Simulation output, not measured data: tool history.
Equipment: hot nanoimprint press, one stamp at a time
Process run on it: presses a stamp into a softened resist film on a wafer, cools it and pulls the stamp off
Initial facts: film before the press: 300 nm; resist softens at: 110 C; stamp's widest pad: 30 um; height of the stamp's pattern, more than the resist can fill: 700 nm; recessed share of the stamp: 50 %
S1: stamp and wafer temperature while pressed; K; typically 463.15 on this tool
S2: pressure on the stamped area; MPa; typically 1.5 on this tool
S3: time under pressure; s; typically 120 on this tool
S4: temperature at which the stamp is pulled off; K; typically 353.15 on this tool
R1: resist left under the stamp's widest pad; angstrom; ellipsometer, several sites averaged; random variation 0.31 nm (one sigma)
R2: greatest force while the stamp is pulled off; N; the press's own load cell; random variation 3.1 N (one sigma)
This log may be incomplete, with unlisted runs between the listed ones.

{"run": 1, "hour": 0.0, "S1": 463.15, "S2": 1.5, "S3": 120, "S4": 353.15, "R1": 1265, "R2": 229}
{"run": 2, "hour": 22.6, "S1": 463.15, "S2": 1.5, "S3": 120, "S4": 353.15, "R1": 1270, "R2": 225}
{"hour": 28.9, "done": "plate thermocouple calibrated"}
{"run": 3, "hour": 40.2, "S1": 463.15, "S2": 1.5, "S3": 120, "S4": 353.15, "R1": 1300, "R2": 232}
{"run": 4, "hour": 60.9, "S1": 463.15, "S2": 1.5, "S3": 120, "S4": 350.15, "R1": 1306, "R2": 256}
{"run": 5, "hour": 80.7, "S1": 463.15, "S2": 1.5, "S3": 120, "S4": 350.15, "R1": 1299, "R2": 255}
{"hour": 104.1, "done": "plate thermocouple calibrated, once more"}
{"run": 6, "hour": 104.1, "S1": 463.15, "S2": 1.5, "S3": 120, "S4": 350.15, "R1": 1219, "R2": 255}
{"run": 7, "hour": 122.5, "S1": 463.15, "S2": 1.5, "S3": 72, "S4": 357.15, "R1": 1444, "R2": 213}
{"run": 8, "hour": 138.2, "S1": 463.15, "S2": 1.5, "S3": 72, "S4": 357.15, "R1": 1445, "R2": 213}
{"run": 9, "hour": 154.2, "S1": 462.15, "S2": 1.5, "S3": 109, "S4": 354.15, "R1": 1315, "R2": 241}
{"hour": 169.2, "done": "stamp cleaned and given a new release coat"}
{"run": 10, "hour": 173.8, "S1": 462.15, "S2": 1.51, "S3": 130, "S4": 354.15, "R1": 1241, "R2": 174}
{"run": 11, "hour": 196.6, "S1": 469.15, "S2": 1.5, "S3": 120, "S4": 353.15, "R1": 977, "R2": 173}
{"run": 12, "hour": 217.3, "S1": 469.15, "S2": 1.5, "S3": 120, "S4": 353.15, "R1": 976, "R2": 181}

For some of the steps in R1 from one run to the next: how much would appear even if the tool had no hidden state, given the settings, what came in and random variation, and how much remains for the hidden state plus any gauge scatter that the measured result and the result without hidden state don't share?
The tool's hidden condition here consists of: true temperature over the reading, C; pressure that arrives at the usual setting, %; grip of the stamp's worn release coat, % over a new coat's; drift of the gauge itself on residual_nm, %; drift of the gauge itself on pull_off_n, %.
Run 5 -> 6: plate thermocouple calibrated, once more. R1 -80 angstrom: hidden state -80, all else +0.
Run 10 -> 11: S1 462.15 -> 469.15, S2 1.51 -> 1.5, S3 130 -> 120, S4 354.15 -> 353.15. R1 -264 angstrom: hidden state -2, all else -262.
